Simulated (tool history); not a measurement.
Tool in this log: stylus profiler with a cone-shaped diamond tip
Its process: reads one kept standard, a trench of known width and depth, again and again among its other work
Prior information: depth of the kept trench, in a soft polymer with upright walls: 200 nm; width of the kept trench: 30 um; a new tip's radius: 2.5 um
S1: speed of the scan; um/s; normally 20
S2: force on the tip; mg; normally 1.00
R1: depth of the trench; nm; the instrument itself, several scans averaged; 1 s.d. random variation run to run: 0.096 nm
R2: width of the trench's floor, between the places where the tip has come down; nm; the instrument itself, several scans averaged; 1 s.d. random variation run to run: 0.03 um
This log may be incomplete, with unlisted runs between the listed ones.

Run 1, day 0.000: usual settings. Result: R1 202.04 nm, R2 27630 nm.
Run 2, day 0.629: usual settings but S2 0.35 mg. Result: R1 201.16 nm, R2 27560 nm.
Run 3, day 0.992: usual settings but S2 0.35 mg. Result: R1 201.12 nm, R2 27570 nm.
Run 4, day 1.354: usual settings but S2 0.35 mg. Result: R1 201.13 nm, R2 27550 nm.
Run 5, day 1.838: usual settings but S1 14 um/s. Result: R1 202.07 nm, R2 27610 nm.
Run 6, day 2.283: usual settings. Result: R1 202.13 nm, R2 27640 nm.
Run 7, day 3.088: usual settings but S1 22 um/s, S2 2.64 mg. Result: R1 203.98 nm, R2 27610 nm.
Run 8, day 3.521: usual settings but S1 22 um/s, S2 2.64 mg. Result: R1 203.77 nm, R2 27590 nm.
At day 3.596: height scale calibrated on a step standard.
Run 9, day 4.158: usual settings but S2 0.36 mg. Result: R1 201.45 nm, R2 27510 nm.
Run 10, day 4.779: usual settings but S1 11 um/s, S2 0.84 mg. Result: R1 202.06 nm, R2 27620 nm.
Run 11, day 5.508: usual settings but S1 56 um/s, S2 1.23 mg. Result: R1 202.51 nm, R2 27460 nm.
Run 12, day 6.312: usual settings but S1 45 um/s, S2 0.56 mg. Result: R1 201.58 nm, R2 27350 nm.

Here are 4 independent what-if runs from the current tool condition. What would each one return?
Run A, day 6.804: usual settings but S1 6 um/s, S2 0.49 mg. Result: R1 ?, R2 ?.
Run B, day 6.804: usual settings but S1 7 um/s, S2 1.43 mg. Result: R1 ?, R2 ?.
Run C, day 6.804: usual settings but S1 17 um/s, S2 1.06 mg. Result: R1 ?, R2 ?.
Run D, day 6.804: usual settings but S1 23 um/s, S2 0.56 mg. Result: R1 ?, R2 ?.

run      R1     R2
  A  201.51  27610
  B  202.77  27570
  C  202.24  27520
  D  201.58  27440
With the hidden condition removed and each run's random variation left untouched, the same runs would have given:
run      R1     R2
  A  201.15  28020
  B  202.41  27980
  C  201.88  27940
  D  201.22  27850

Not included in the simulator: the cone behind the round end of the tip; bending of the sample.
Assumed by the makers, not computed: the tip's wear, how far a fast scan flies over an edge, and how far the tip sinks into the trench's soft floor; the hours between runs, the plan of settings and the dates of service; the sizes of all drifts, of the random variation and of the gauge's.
